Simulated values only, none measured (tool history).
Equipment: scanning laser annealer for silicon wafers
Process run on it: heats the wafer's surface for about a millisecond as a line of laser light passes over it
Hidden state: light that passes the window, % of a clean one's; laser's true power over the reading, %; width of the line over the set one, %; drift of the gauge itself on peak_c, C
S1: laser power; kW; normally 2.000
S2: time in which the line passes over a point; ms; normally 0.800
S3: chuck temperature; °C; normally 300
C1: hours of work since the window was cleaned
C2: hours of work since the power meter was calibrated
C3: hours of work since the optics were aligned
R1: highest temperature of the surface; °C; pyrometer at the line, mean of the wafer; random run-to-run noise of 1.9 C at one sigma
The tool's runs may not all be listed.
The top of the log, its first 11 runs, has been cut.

Run 12, day 16.346: usual settings; C1 247; C2 1016; C3 387. Result: R1 1117 °C.
Run 13, day 18.521: usual settings; C1 270; C2 1039; C3 410. Result: R1 1118 °C.
Run 14, day 20.425: usual settings; C1 290; C2 1060; C3 430. Result: R1 1119 °C.
Run 15, day 21.433: usual settings; C1 301; C2 1070; C3 441. Result: R1 1120 °C.
Run 16, day 23.325: usual settings; C1 321; C2 1090; C3 461. Result: R1 1117 °C.
Run 17, day 25.400: usual settings; C1 343; C2 1112; C3 483. Result: R1 1116 °C.
Run 18, day 27.325: usual settings; C1 363; C2 1133; C3 503. Result: R1 1116 °C.
Run 19, day 29.150: usual settings; C1 383; C2 1152; C3 522. Result: R1 1117 °C.
Run 20, day 31.092: usual settings but S1 2.169 kW; C1 403; C2 1173; C3 543. Result: R1 1184 °C.
Run 21, day 33.200: usual settings but S1 2.169 kW; C1 426; C2 1195; C3 565. Result: R1 1181 °C.

What will run 22 give?
Run 22, day 35.050: usual settings but S1 1.838 kW, S2 0.576 ms, S3 305 °C; C1 445; C2 1215; C3 585. Result: R1 ?.

Run 22 produced R1 966 °C.
Minus the tool's unlogged condition, the same run would have read R1 966 °C.
